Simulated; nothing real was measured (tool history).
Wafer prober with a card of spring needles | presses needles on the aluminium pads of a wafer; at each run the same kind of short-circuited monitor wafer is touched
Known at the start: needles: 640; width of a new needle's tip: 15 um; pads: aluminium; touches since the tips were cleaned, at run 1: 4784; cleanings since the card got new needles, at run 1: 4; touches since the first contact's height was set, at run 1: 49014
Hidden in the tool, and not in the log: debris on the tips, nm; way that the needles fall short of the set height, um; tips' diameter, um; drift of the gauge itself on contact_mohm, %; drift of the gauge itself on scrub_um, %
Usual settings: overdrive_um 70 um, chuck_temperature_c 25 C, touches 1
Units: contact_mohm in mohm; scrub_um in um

run   hour  overdrive_um  chuck_temperature_c  touches  touches since the tips were cleaned  cleanings since the card got new needles  touches since the first contact's height was set  contact_mohm  scrub_um
  1      0            70                   25        1                                 4784                                         4                                             49014           103     14.37
  2    8.5            70                   25        1                                 6892                                         4                                             51122           102     14.36
      17.5  -- tips cleaned on abrasive film
  3   17.5            70                   25        1                                    0                                         5                                             53307           103     14.36
  4   34.7            70                   25        1                                 4252                                         5                                             57559           105     14.35
  5   44.5            65                   25        1                                 6671                                         5                                             59978           104     13.29
      55.1  -- tips cleaned on abrasive film
  6   57.3            65                   25        1                                  525                                         6                                             63102           104     13.34
  7   70.7            65                   25        1                                 3848                                         6                                             66425           104     13.33
  8   86.5            65                   25        1                                 7740                                         6                                             70317           106     13.32
      91.5  -- tips cleaned on abrasive film
  9    105            70                   25        1                                 3317                                         7                                             74857           105     14.36
 10  114.2            70                   25        1                                 5605                                         7                                             77145           104     14.35
 11  127.3            83                   25        2                                 8843                                         7                                             80383           100     17.02
     128.6  -- tips cleaned on abrasive film
 12  137.1            57                   25        2                                 2084                                         8                                             82765           107     11.68
 13  153.7            57                   25        2                                 6180                                         8                                             86861           103      11.7
       166  -- tips cleaned on abrasive film
 14  167.3            57                   25        2                                  322                                         9                                             90191           105     11.69
 15  185.4            58                   34        1                                 4812                                         9                                             94681           108     11.89
     203.3  -- tips cleaned on abrasive film
 16  204.8            58                   34        1                                  353                                        10                                             99431           108     11.89
 17  213.8            58                   34        1                                 2571                                        10                                            101649           108     11.87
 18  225.8            70                   25        3                                 5553                                        10                                            104631           104     14.36
 19  238.2            76                   34        1                                 8596                                        10                                            107674           107     15.56
     241.1  -- tips cleaned on abrasive film
 20  248.6            73                   48        1                                 1844                                        11                                            110228           107        15

Forecast each of these 5 alternatives for the next run:
  A  261.2            70                  112        3                                 4963                                        11                                            113347             ?         ?
  B  261.2            73                   48        1                                 4963                                        11                                            113347             ?         ?
  C  261.2            70                   60        2                                 4963                                        11                                            113347             ?         ?
  D  261.2            73                   48        3                                 4963                                        11                                            113347             ?         ?
  E  261.2            76                   25        1                                 4963                                        11                                            113347             ?         ?

run  contact_mohm  scrub_um
  A           116     14.38
  B           106     14.94
  C           108     14.34
  D           105     15.01
  E           105     15.61
Without the tool's hidden state the same runs would have given:
run  contact_mohm  scrub_um
  A           116     14.38
  B           105     14.95
  C           108     14.34
  D           105     15.01
  E           104     15.61

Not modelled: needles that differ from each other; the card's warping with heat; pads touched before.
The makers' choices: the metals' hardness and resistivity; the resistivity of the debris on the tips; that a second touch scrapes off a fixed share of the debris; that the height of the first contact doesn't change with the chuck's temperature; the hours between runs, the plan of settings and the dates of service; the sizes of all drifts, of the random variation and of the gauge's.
